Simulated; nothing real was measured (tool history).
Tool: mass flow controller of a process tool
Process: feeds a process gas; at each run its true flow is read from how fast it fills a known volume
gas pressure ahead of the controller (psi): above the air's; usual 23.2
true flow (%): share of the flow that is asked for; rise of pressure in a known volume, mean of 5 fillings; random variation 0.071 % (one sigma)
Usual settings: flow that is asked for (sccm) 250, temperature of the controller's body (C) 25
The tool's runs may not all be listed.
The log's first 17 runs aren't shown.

run,day,flow that is asked for (sccm),gas pressure ahead of the controller (psi),temperature of the controller's body (C),true flow (%)
18,38.412,61,27.3,36,93.27
19,40.321,154,25.4,24,97.99
20,43.217,154,37.6,36,96.41
21,45.167,154,37.6,36,96.33
# day 45.804: controller's zero set anew, once more
22,46.825,299,23.2,20,101.03
23,48.254,321,25.1,25,100.36
24,50.888,321,25.1,25,100.46
25,52.817,250,23.2,35,99.4
26,54.608,250,23.2,35,99.32
27,56.029,119,23.2,32,99.45
28,58.088,250,34.4,25,99.82
29,60.958,250,34.4,25,99.84
30,64.038,478,23.2,25,100.67
31,65.446,336,26.3,24,100.53
32,68.262,205,23.2,39,99.05
33,69.808,71,37,21,99.6
34,72.808,225,29,20,100.5

Forecast each of these 5 alternatives for the next run:
A,75.192,359,29.2,20,?
B,75.192,67,21.5,20,?
C,75.192,225,29,21,?
D,75.192,118,33.2,20,?
E,75.192,198,20.9,26,?

run,true flow (%)
A,100.79
B,100.31
C,100.42
D,100.14
E,100.29
Without the tool's hidden state the same runs would have given:
run,true flow (%)
A,100.32
B,100.28
C,100.01
D,99.88
E,99.9
